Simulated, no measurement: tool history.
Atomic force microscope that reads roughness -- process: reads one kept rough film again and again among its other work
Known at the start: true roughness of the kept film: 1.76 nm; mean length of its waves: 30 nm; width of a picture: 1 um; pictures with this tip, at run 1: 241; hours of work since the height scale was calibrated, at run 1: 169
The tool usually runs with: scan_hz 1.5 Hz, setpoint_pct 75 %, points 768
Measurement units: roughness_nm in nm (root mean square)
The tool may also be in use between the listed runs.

run	hour	scan_hz	setpoint_pct	points	pictures with this tip	hours of work since the height scale was calibrated	roughness_nm
1	0	1.5	75	768	241	169	1.449
2	5.7	1.5	75	768	252	173	1.427
3	14.9	1.5	75	768	271	179	1.431
# hour 20.5: new tip fitted
4	28.4	1.5	75	768	16	187	1.554
5	36.4	1.5	75	768	33	192	1.547
6	48	1.5	75	768	57	200	1.533
7	61	1.5	75	768	84	208	1.52
8	71	1.5	66	768	104	215	1.538
9	78.3	1.73	66	768	119	220	1.542
10	91.3	1.5	75	768	146	228	1.482
11	97.3	1.5	75	486	159	232	1.477
12	105.5	1.5	75	486	176	237	1.461
13	116.7	1.5	75	486	199	245	1.456
14	126.4	1.5	75	486	219	251	1.456
15	137.1	1.5	75	486	241	258	1.42
16	146.5	1.5	75	486	261	264	1.427
17	156.6	1.5	75	486	281	271	1.415
# hour 158.1: new tip fitted
18	167.1	1.5	75	486	18	277	1.556
19	175	1.5	75	486	34	283	1.549
20	187.2	1.5	75	486	60	291	1.544
21	197.8	1.5	75	486	82	298	1.516
22	206.8	1.5	75	486	100	303	1.508
23	218.8	1.5	75	486	125	311	1.493
# hour 220.4: height scale calibrated on a step standard
24	232.9	1.5	75	486	152	8	1.473
25	242.6	1.5	75	768	172	15	1.472
26	252.9	1.5	57	768	193	21	1.527
27	265.6	1.5	75	768	220	30	1.453
28	273.6	1.5	75	768	236	35	1.446
29	283.9	1.5	75	768	257	42	1.422
30	293.3	1.25	87	427	277	48	1.361
# hour 296.4: new tip fitted
# hour 301.3: height scale calibrated on a step standard, once more
31	303.4	3.98	75	768	13	1	1.395
32	312.3	3.9	63	768	31	7	1.514
33	324	3.9	63	768	55	15	1.492

For run 34, what comes out?
34	337.2	3.9	63	768	83	23	?

{"run 34": {"roughness_nm": 1.493}}
With no hidden state in the tool, this same run would have given roughness_nm 1.545 nm (root mean square).

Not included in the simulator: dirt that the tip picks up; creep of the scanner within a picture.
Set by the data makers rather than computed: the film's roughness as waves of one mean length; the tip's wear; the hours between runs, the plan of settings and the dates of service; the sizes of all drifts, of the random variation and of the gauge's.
